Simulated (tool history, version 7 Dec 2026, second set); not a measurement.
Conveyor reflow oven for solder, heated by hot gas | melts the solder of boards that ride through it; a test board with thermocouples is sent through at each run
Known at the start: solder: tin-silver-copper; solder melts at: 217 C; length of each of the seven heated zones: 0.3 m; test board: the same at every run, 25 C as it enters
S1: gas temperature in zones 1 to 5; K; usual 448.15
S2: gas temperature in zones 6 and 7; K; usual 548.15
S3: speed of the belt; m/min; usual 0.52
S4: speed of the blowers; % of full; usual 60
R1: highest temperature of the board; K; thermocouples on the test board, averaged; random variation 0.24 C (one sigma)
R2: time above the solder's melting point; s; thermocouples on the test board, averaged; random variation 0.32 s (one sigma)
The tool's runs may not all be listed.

run,hour,S1,S2,S3,S4,R1,R2
1,0.0,448.15,548.15,0.52,60,527.65,53.4
2,16.0,448.15,548.15,0.52,60,527.35,53.2
3,29.1,448.15,548.15,0.52,60,527.75,52.9
4,46.4,448.15,548.15,0.52,82,532.35,57.1
5,64.9,448.15,548.15,0.52,82,532.55,56.1
6,84.4,448.15,548.15,0.52,66,529.15,53.5
7,98.2,448.15,548.15,0.52,66,529.55,54.7
8,109.1,448.15,548.15,0.52,72,530.75,55.1
9,119.9,448.15,548.15,0.52,72,530.75,55.1
10,128.7,448.15,548.15,0.52,72,530.75,54.9
11,147.4,448.15,548.15,0.52,60,527.15,53.0
# hour 152.4: belt drive overhauled, speed set with a stopwatch
12,164.5,448.15,548.15,0.52,60,527.75,53.2
13,184.2,448.15,548.15,0.52,60,527.35,53.2
14,203.9,448.15,548.15,0.52,60,527.85,53.6
# hour 209.8: belt drive overhauled, speed set with a stopwatch, once more
15,224.1,448.15,548.15,0.52,60,526.65,51.6
16,240.9,448.15,548.15,0.52,60,526.55,51.4
17,256.3,453.15,548.15,0.52,69,530.05,55.7
18,275.2,453.15,548.15,0.52,69,530.45,56.0

Forecast run 19:
# hour 287.7: flux residue cleaned out of gas plates and filters
19,291.5,448.15,553.15,0.52,51,?,?

R1: 530.65 K
R2: 54.1 s
Without the tool's hidden state the same run would have given R1 529.55 K, R2 53.3 s.
